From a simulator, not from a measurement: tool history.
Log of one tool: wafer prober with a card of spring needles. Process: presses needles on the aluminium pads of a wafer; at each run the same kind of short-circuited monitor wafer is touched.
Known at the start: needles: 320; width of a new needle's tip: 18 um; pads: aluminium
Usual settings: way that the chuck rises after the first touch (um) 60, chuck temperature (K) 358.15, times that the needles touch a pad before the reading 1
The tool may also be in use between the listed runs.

| run | hour | way that the chuck rises after the first touch (um) | chuck temperature (K) | times that the needles touch a pad before the reading | resistance of one needle with its contact and lead (mohm) | way that a needle slides on the pad (um) |
|---|---|---|---|---|---|---|
| 1 | 0 | 60 | 358.15 | 1 | 316 | 9.29 |
|  | 5 | tips cleaned on abrasive film |
|  | 11.3 | tips cleaned on abrasive film |
|  | 17.6 | tips cleaned on abrasive film |
|  | 23.8 | tips cleaned on abrasive film |
| 2 | 25.1 | 60 | 358.15 | 1 | 322 | 9.22 |
|  | 28.9 | tips cleaned on abrasive film |
|  | 34 | tips cleaned on abrasive film |
|  | 39 | tips cleaned on abrasive film |
|  | 44 | tips cleaned on abrasive film |
|  | 49.1 | tips cleaned on abrasive film |
| 3 | 53.4 | 60 | 358.15 | 1 | 397 | 9.18 |
|  | 54.7 | tips cleaned on abrasive film |
|  | 59.7 | tips cleaned on abrasive film |
|  | 64.8 | tips cleaned on abrasive film |
|  | 69.8 | tips cleaned on abrasive film |
|  | 76.1 | tips cleaned on abrasive film |
|  | 82.4 | tips cleaned on abrasive film |
| 4 | 83.5 | 60 | 328.15 | 1 | 324 | 9.1 |
|  | 88.5 | tips cleaned on abrasive film |
|  | 94.8 | tips cleaned on abrasive film |
|  | 99.8 | tips cleaned on abrasive film |
|  | 106.1 | tips cleaned on abrasive film |
|  | 106.4 | height of the first contact set anew |
| 5 | 107.8 | 60 | 358.15 | 1 | 338 | 8.85 |
|  | 111.6 | tips cleaned on abrasive film |
|  | 117.9 | tips cleaned on abrasive film |
|  | 122.9 | tips cleaned on abrasive film |
| 6 | 124.7 | 60 | 358.15 | 1 | 356 | 8.87 |
|  | 128.5 | tips cleaned on abrasive film |
|  | 133.6 | tips cleaned on abrasive film |
|  | 138.6 | tips cleaned on abrasive film |
|  | 144.9 | tips cleaned on abrasive film |
| 7 | 148.2 | 60 | 358.15 | 1 | 388 | 8.78 |
|  | 150.8 | tips cleaned on abrasive film |
|  | 155.8 | tips cleaned on abrasive film |
|  | 162.1 | tips cleaned on abrasive film |
|  | 167.1 | tips cleaned on abrasive film |
|  | 172.2 | tips cleaned on abrasive film |
| 8 | 175 | 60 | 358.15 | 1 | 363 | 8.68 |
|  | 177.5 | tips cleaned on abrasive film |
|  | 182.6 | tips cleaned on abrasive film |
|  | 187.6 | tips cleaned on abrasive film |
|  | 193.9 | tips cleaned on abrasive film |
|  | 200.1 | tips cleaned on abrasive film |
| 9 | 200.1 | 60 | 340.15 | 1 | 282 | 8.56 |
|  | 205.1 | tips cleaned on abrasive film |
|  | 211.4 | tips cleaned on abrasive film |
|  | 217.6 | tips cleaned on abrasive film |
| 10 | 217.6 | 60 | 340.15 | 1 | 293 | 8.52 |
|  | 223.9 | tips cleaned on abrasive film |
|  | 230.1 | tips cleaned on abrasive film |
|  | 235.2 | tips cleaned on abrasive film |
|  | 240.2 | tips cleaned on abrasive film |
| 11 | 242.8 | 60 | 340.15 | 1 | 384 | 8.47 |
|  | 245.3 | tips cleaned on abrasive film |
|  | 250.4 | tips cleaned on abrasive film |
|  | 255.4 | tips cleaned on abrasive film |
| 12 | 256.5 | 60 | 340.15 | 1 | 339 | 8.45 |
|  | 261.6 | tips cleaned on abrasive film |
|  | 266.6 | tips cleaned on abrasive film |
|  | 268.1 | height of the first contact set anew, once more |
|  | 271.9 | tips cleaned on abrasive film |
| 13 | 273.8 | 41 | 358.15 | 1 | 427 | 6.58 |
|  | 277.6 | tips cleaned on abrasive film |
|  | 283.9 | tips cleaned on abrasive film |
|  | 288.9 | tips cleaned on abrasive film |
|  | 295.2 | tips cleaned on abrasive film |
| 14 | 297.3 | 52 | 339.15 | 1 | 390 | 8.29 |
|  | 301.1 | tips cleaned on abrasive film |
|  | 307.4 | tips cleaned on abrasive film |
|  | 313.7 | tips cleaned on abrasive film |
| 15 | 317.2 | 45 | 358.15 | 1 | 478 | 7.04 |
|  | 319.8 | tips cleaned on abrasive film |
|  | 326 | tips cleaned on abrasive film |
|  | 332.3 | tips cleaned on abrasive film |
|  | 338.6 | tips cleaned on abrasive film |
|  | 344.2 | tips cleaned on abrasive film |
| 16 | 344.2 | 51 | 305.15 | 2 | 277 | 7.95 |
|  | 350.4 | tips cleaned on abrasive film |
|  | 355.5 | tips cleaned on abrasive film |
| 17 | 357.7 | 51 | 305.15 | 2 | 340 | 7.91 |
|  | 361.5 | tips cleaned on abrasive film |
|  | 366.5 | tips cleaned on abrasive film |
|  | 372.8 | tips cleaned on abrasive film |
|  | 377.8 | tips cleaned on abrasive film |
| 18 | 380.5 | 72 | 334.15 | 2 | 315 | 11.25 |
|  | 383.1 | tips cleaned on abrasive film |
|  | 389.4 | tips cleaned on abrasive film |
|  | 394.4 | tips cleaned on abrasive film |
|  | 400.7 | tips cleaned on abrasive film |
|  | 405.7 | tips cleaned on abrasive film |
| 19 | 409.5 | 65 | 345.15 | 1 | 389 | 10.02 |
|  | 410.9 | tips cleaned on abrasive film |
|  | 415.9 | tips cleaned on abrasive film |
|  | 420.9 | tips cleaned on abrasive film |
|  | 426 | tips cleaned on abrasive film |
|  | 431 | tips cleaned on abrasive film |
| 20 | 435.4 | 65 | 345.15 | 1 | 398 | 9.94 |
|  | 436.7 | tips cleaned on abrasive film |
|  | 441.8 | tips cleaned on abrasive film |
|  | 446.8 | tips cleaned on abrasive film |
|  | 453.1 | tips cleaned on abrasive film |
|  | 458.8 | tips cleaned on abrasive film |
| 21 | 458.8 | 60 | 358.15 | 3 | 285 | 8.99 |
|  | 463.9 | tips cleaned on abrasive film |
|  | 468.9 | tips cleaned on abrasive film |
|  | 475.2 | tips cleaned on abrasive film |
|  | 481.4 | tips cleaned on abrasive film |
| 22 | 483.6 | 60 | 372.15 | 3 | 324 | 9 |
|  | 487.4 | tips cleaned on abrasive film |
|  | 489 | height of the first contact set anew |
|  | 492.8 | tips cleaned on abrasive film |
|  | 497.8 | tips cleaned on abrasive film |
| 23 | 501 | 49 | 382.15 | 2 | 383 | 7.81 |
|  | 503.6 | tips cleaned on abrasive film |
|  | 508.6 | tips cleaned on abrasive film |
|  | 513.7 | tips cleaned on abrasive film |
|  | 518.7 | tips cleaned on abrasive film |
|  | 523.8 | tips cleaned on abrasive film |
|  | 530 | tips cleaned on abrasive film |
| 24 | 531.6 | 47 | 301.15 | 2 | 327 | 7.42 |
|  | 535.4 | tips cleaned on abrasive film |
|  | 541.7 | tips cleaned on abrasive film |
|  | 546.7 | tips cleaned on abrasive film |
|  | 551.8 | tips cleaned on abrasive film |
|  | 556.8 | tips cleaned on abrasive film |
| 25 | 557.5 | 43 | 329.15 | 2 | 335 | 6.71 |

Forecast each of these 4 alternatives for the next run:
|  | 562.6 | tips cleaned on abrasive film |
|  | 568.8 | tips cleaned on abrasive film |
|  | 575.1 | tips cleaned on abrasive film |
| A | 576.3 | 60 | 323.15 | 1 | ? | ? |
|  | 562.6 | tips cleaned on abrasive film |
|  | 568.8 | tips cleaned on abrasive film |
|  | 575.1 | tips cleaned on abrasive film |
| B | 576.3 | 51 | 330.15 | 2 | ? | ? |
|  | 562.6 | tips cleaned on abrasive film |
|  | 568.8 | tips cleaned on abrasive film |
|  | 575.1 | tips cleaned on abrasive film |
| C | 576.3 | 58 | 326.15 | 1 | ? | ? |
|  | 562.6 | tips cleaned on abrasive film |
|  | 568.8 | tips cleaned on abrasive film |
|  | 575.1 | tips cleaned on abrasive film |
| D | 576.3 | 62 | 358.15 | 1 | ? | ? |

| run | resistance of one needle with its contact and lead (mohm) | way that a needle slides on the pad (um) |
|---|---|---|
| A | 326 | 9.33 |
| B | 321 | 7.84 |
| C | 333 | 9.12 |
| D | 325 | 9.64 |
Without the tool's hidden state the same runs would have given:
| run | resistance of one needle with its contact and lead (mohm) | way that a needle slides on the pad (um) |
|---|---|---|
| A | 264 | 9.6 |
| B | 268 | 8.11 |
| C | 267 | 9.38 |
| D | 270 | 9.91 |

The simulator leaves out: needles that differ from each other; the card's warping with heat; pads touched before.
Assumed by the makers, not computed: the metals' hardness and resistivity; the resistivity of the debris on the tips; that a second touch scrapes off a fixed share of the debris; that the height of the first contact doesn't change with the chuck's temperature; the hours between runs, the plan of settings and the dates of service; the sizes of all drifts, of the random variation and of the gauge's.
